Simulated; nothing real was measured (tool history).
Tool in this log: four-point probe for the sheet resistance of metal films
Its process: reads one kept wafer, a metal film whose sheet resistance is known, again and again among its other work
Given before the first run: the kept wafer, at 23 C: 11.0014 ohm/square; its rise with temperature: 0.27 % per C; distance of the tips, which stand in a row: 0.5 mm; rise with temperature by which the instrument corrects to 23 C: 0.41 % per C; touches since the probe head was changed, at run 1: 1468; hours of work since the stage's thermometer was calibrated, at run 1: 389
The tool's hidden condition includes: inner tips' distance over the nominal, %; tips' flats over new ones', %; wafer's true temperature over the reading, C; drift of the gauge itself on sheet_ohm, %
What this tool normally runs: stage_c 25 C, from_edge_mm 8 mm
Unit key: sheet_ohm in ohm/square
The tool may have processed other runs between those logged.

run,hour,stage_c,from_edge_mm,touches since the probe head was changed,hours of work since the stage's thermometer was calibrated,sheet_ohm
1,0,25,8,1468,389,11.053016
2,9.5,25,8,1588,393,11.053175
3,22.4,25,8,1753,399,11.053771
4,39.4,25,8,1969,407,11.051839
5,52,25,8,2129,413,11.054799
6,65.4,24,8,2299,419,11.065012
7,73.2,24,8,2399,423,11.068288
# hour 74.7: stage's thermometer calibrated
8,85.6,25,8,2549,5,11.059771
9,101.6,22,33,2753,13,11.082629
10,110.2,23,8,2863,17,11.089571
11,118.7,23,10,2970,20,11.079634
12,127.1,35,63,3077,24,10.884482
# hour 133.8: stage's thermometer calibrated, once more
13,136.6,28,63,3192,1,10.976902
14,152,28,63,3387,8,10.981415
15,161.3,33,7,3505,13,10.937331
16,175,22,30,3680,19,11.070482

What differs in the tool's unlogged condition from the final listed run ahead of each entry between runs to the first listed run following it?
After run 7, before run 8: stage's thermometer calibrated (hour 74.7)
  wafer's true temperature over the reading, C: 0.15 -> 0.25
  measured value less the no-hidden-state value, sheet_ohm: +0.06015 -> +0.063148 ohm/square
After run 12, before run 13: stage's thermometer calibrated, once more (hour 133.8)
  wafer's true temperature over the reading, C: 0.25 -> -0.04
  measured value less the no-hidden-state value, sheet_ohm: +0.062421 -> +0.054646 ohm/square
